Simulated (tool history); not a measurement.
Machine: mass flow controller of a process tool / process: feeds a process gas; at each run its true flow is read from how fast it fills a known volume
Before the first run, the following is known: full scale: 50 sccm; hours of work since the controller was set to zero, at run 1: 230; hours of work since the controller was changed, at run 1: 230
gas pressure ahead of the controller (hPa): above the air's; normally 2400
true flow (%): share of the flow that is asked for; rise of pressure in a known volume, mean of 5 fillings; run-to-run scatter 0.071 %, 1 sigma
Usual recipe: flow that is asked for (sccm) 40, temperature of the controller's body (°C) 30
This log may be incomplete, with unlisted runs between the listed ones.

run,hour,flow that is asked for (sccm),gas pressure ahead of the controller (hPa),temperature of the controller's body (°C),hours of work since the controller was set to zero,hours of work since the controller was changed,true flow (%)
1,0.0,40,2400,30,230,230,99.80
2,85.3,40,2400,30,286,286,99.94
3,132.3,11,2400,30,316,316,99.45
4,193.6,11,2400,30,356,356,99.42
5,265.6,40,2400,30,403,403,99.83
6,348.8,40,2400,30,457,457,99.81
7,424.3,40,2400,30,506,506,99.87
8,490.2,40,2400,36,549,549,99.56
9,593.9,40,2400,36,616,616,99.58
10,639.1,40,2400,36,645,645,99.55
11,731.2,40,2400,30,705,705,99.83
12,830.5,40,2400,30,770,770,99.86
13,901.8,40,1800,35,816,816,99.42
14,959.9,47,1800,28,854,854,99.68
15,1071.5,47,1800,28,926,926,99.80
16,1151.1,40,1600,26,978,978,99.63
17,1247.0,7,2400,30,1040,1040,99.28
18,1296.7,13,2400,39,1072,1072,98.90
19,1389.6,17,2400,34,1133,1133,99.31
20,1465.8,17,1420,34,1182,1182,98.82
21,1574.1,17,1420,34,1252,1252,98.83
22,1646.2,17,2590,30,1299,1299,99.51

Alternative continuations, all from the tool just after run 22; predict every row:
A,1738.1,23,2170,30,1359,1359,?
B,1738.1,38,2400,26,1359,1359,?
C,1738.1,8,2110,39,1359,1359,?
D,1738.1,17,1570,30,1359,1359,?

run,true flow (%)
A,99.48
B,99.91
C,98.83
D,99.12
Had the tool no hidden state, the same runs would have come out as:
run,true flow (%)
A,99.48
B,99.90
C,98.84
D,99.12

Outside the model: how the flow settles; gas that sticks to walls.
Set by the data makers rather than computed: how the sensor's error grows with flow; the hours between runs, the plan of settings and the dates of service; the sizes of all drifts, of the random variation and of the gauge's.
